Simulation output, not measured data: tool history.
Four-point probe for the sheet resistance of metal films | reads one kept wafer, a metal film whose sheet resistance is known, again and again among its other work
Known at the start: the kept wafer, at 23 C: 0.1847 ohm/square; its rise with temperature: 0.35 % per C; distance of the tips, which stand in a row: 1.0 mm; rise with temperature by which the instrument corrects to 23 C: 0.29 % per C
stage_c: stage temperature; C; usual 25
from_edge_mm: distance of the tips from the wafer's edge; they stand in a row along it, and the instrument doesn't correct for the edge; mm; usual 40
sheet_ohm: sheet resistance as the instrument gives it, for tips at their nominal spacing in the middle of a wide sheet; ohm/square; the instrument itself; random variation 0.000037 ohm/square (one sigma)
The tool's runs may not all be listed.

| run | day | stage_c | from_edge_mm | sheet_ohm |
|---|---|---|---|---|
| 1 | 0 | 25 | 40 | 0.184896 |
| 2 | 0.442 | 25 | 16 | 0.185252 |
| 3 | 0.75 | 25 | 28 | 0.184934 |
| 4 | 1.138 | 25 | 28 | 0.184948 |
| 5 | 1.825 | 25 | 28 | 0.184975 |
| 6 | 2.454 | 25 | 40 | 0.184929 |
| 7 | 2.862 | 34 | 40 | 0.185928 |
| 8 | 3.333 | 25 | 3 | 0.195188 |
| 9 | 3.946 | 25 | 3 | 0.195189 |
| 10 | 4.504 | 19 | 3 | 0.194438 |
| 11 | 5.15 | 25 | 7 | 0.18687 |
| 12 | 5.508 | 23 | 4 | 0.190647 |
| 13 | 5.808 | 32 | 10 | 0.186597 |
| 14 | 6.525 | 28 | 42 | 0.185259 |
| 15 | 6.988 | 28 | 42 | 0.185238 |
| 16 | 7.454 | 28 | 42 | 0.185204 |
| 17 | 7.967 | 28 | 42 | 0.185214 |

5 ways to go on from here, each from the tool as it stands after run 17. What would each give?
| A | 8.525 | 21 | 4 | ? |
| B | 8.525 | 25 | 25 | ? |
| C | 8.525 | 26 | 16 | ? |
| D | 8.525 | 21 | 6 | ? |
| E | 8.525 | 21 | 40 | ? |

| run | sheet_ohm |
|---|---|
| A | 0.190314 |
| B | 0.184983 |
| C | 0.185294 |
| D | 0.187112 |
| E | 0.184444 |
Without the tool's hidden state the same runs would have given:
| run | sheet_ohm |
|---|---|
| A | 0.190434 |
| B | 0.185101 |
| C | 0.185412 |
| D | 0.18723 |
| E | 0.184561 |
